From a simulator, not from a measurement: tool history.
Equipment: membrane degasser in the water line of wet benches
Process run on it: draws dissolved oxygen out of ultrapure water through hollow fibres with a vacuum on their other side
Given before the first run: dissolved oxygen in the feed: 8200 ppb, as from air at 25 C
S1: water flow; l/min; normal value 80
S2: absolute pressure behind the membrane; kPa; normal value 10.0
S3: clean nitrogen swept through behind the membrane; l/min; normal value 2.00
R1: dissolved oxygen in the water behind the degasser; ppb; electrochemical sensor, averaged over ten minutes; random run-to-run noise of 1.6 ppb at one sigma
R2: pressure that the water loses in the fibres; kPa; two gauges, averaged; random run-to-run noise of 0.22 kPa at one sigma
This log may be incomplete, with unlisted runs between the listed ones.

run 1 hour=0.0 | S1=80 S2=10.0 S3=2.00 | R1=521.6 R2=56.37
run 2 hour=69.8 | S1=80 S2=10.0 S3=2.00 | R1=519.4 R2=55.91
run 3 hour=138.3 | S1=80 S2=9.3 S3=2.00 | R1=469.9 R2=56.39
run 4 hour=190.7 | S1=80 S2=9.3 S3=2.00 | R1=473.3 R2=56.60
run 5 hour=230.5 | S1=80 S2=10.0 S3=1.75 | R1=576.6 R2=56.78
run 6 hour=304.3 | S1=80 S2=6.7 S3=1.75 | R1=306.2 R2=56.33
run 7 hour=360.5 | S1=80 S2=6.7 S3=1.75 | R1=307.9 R2=56.37
run 8 hour=411.0 | S1=80 S2=6.7 S3=1.75 | R1=307.1 R2=56.44
run 9 hour=468.5 | S1=80 S2=10.0 S3=2.00 | R1=523.4 R2=55.94
run 10 hour=537.3 | S1=80 S2=10.0 S3=2.00 | R1=523.9 R2=56.45
run 11 hour=601.4 | S1=80 S2=10.0 S3=2.00 | R1=526.5 R2=56.87
run 12 hour=631.4 | S1=49 S2=10.0 S3=2.00 | R1=350.3 R2=34.53
run 13 hour=704.4 | S1=80 S2=10.0 S3=2.00 | R1=522.5 R2=56.20
run 14 hour=763.1 | S1=80 S2=10.0 S3=2.00 | R1=524.7 R2=56.56
run 15 hour=797.1 | S1=80 S2=10.0 S3=2.00 | R1=525.6 R2=56.76
run 16 hour=828.3 | S1=75 S2=6.8 S3=2.26 | R1=247.4 R2=53.32
run 17 hour=878.4 | S1=54 S2=10.0 S3=2.00 | R1=378.9 R2=38.13
run 18 hour=920.3 | S1=58 S2=8.6 S3=0.90 | R1=586.5 R2=41.03
run 19 hour=983.5 | S1=60 S2=8.6 S3=4.75 | R1=158.2 R2=42.45
run 20 hour=1036.1 | S1=69 S2=14.2 S3=3.56 | R1=461.4 R2=49.11
-- hour=1040.4 vacuum gauge calibrated
run 21 hour=1070.1 | S1=83 S2=19.8 S3=4.67 | R1=628.5 R2=58.99
run 22 hour=1134.6 | S1=83 S2=19.8 S3=4.67 | R1=631.2 R2=58.50
-- hour=1185.1 vacuum gauge calibrated, once more
run 23 hour=1194.6 | S1=83 S2=19.8 S3=4.67 | R1=628.3 R2=58.91
run 24 hour=1241.5 | S1=76 S2=8.9 S3=3.65 | R1=260.3 R2=53.59
run 25 hour=1292.1 | S1=53 S2=7.2 S3=2.16 | R1=208.3 R2=37.82
run 26 hour=1350.2 | S1=112 S2=6.4 S3=0.85 | R1=582.3 R2=79.11
run 27 hour=1411.4 | S1=53 S2=22.5 S3=5.02 | R1=457.6 R2=37.54
run 28 hour=1456.6 | S1=95 S2=18.5 S3=2.00 | R1=1241.3 R2=67.32

Consider 4 possible next runs. They are alternatives, not a sequence: every one starts from the tool as it was left by run 28. What does each give?
run A hour=1519.8 | S1=84 S2=10.1 S3=1.51 | R1=? R2=?
run B hour=1519.8 | S1=92 S2=8.6 S3=2.00 | R1=? R2=?
run C hour=1519.8 | S1=117 S2=6.9 S3=1.68 | R1=? R2=?
run D hour=1519.8 | S1=52 S2=8.6 S3=3.12 | R1=? R2=?

run=A R1=674.6 R2=59.53
run=B R1=473.3 R2=64.89
run=C R1=471.7 R2=82.81
run=D R1=200.5 R2=37.09
Take away the tool's hidden state, keep each run's random variation, and the runs would have read:
run=A R1=676.2 R2=58.01
run=B R1=473.3 R2=63.23
run=C R1=469.5 R2=80.70
run=D R1=200.2 R2=36.15

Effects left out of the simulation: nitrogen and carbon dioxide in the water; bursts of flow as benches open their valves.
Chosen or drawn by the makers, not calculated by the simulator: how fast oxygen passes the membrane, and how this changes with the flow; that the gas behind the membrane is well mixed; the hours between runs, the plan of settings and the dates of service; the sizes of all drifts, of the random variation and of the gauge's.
